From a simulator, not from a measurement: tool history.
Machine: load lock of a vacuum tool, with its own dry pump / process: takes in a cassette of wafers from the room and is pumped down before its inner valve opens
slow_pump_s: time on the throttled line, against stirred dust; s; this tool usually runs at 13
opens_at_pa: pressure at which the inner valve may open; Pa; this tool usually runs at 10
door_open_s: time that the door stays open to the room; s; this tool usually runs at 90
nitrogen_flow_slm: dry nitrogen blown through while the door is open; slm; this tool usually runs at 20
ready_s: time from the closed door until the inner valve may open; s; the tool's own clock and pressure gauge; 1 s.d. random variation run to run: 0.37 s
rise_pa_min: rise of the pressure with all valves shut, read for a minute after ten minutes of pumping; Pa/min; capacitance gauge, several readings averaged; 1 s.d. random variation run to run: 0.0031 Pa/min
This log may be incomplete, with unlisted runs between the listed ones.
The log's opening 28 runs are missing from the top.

run,hour,slow_pump_s,opens_at_pa,door_open_s,nitrogen_flow_slm,hours that the pump has run since its overhaul,times that the door has closed on its seal,"incoming humidity of the room's air, %",ready_s,rise_pa_min
29,1952.5,26,13,78,9,1446,11665,48.4,46.4,0.134
30,2021.6,13,18,90,29,1515,11851,44.6,36.6,0.097
31,2118.4,21,10,90,20,1612,12112,45.9,44.4,0.115
32,2162.1,15,17,66,38,1655,12230,43.4,38.6,0.09
33,2209.5,10,18,90,6,1703,12357,47.2,34.4,0.152
34,2296.2,10,18,90,6,1789,12591,43.9,34.1,0.139
35,2387,20,8,90,6,1880,12836,46.1,42.8,0.152
36,2430.6,20,8,90,6,1924,12953,45.5,44.4,0.147

Forecast each of these 5 alternatives for the next run:
A,2538.8,20,12,90,4,2032,13245,45,?,?
B,2538.8,20,8,156,6,2032,13245,44.7,?,?
C,2538.8,13,19,35,20,2032,13245,41.3,?,?
D,2538.8,20,8,86,6,2032,13245,46.6,?,?
E,2538.8,18,8,90,5,2032,13245,45,?,?

run,ready_s,rise_pa_min
A,42.1,0.166
B,43.9,0.179
C,35.7,0.092
D,43.8,0.15
E,43.1,0.158
The same runs, with their run-to-run variation unchanged, on a tool lacking any hidden condition would have given:
run,ready_s,rise_pa_min
A,40.9,0.115
B,42.7,0.127
C,34.4,0.041
D,42.5,0.099
E,41.7,0.107
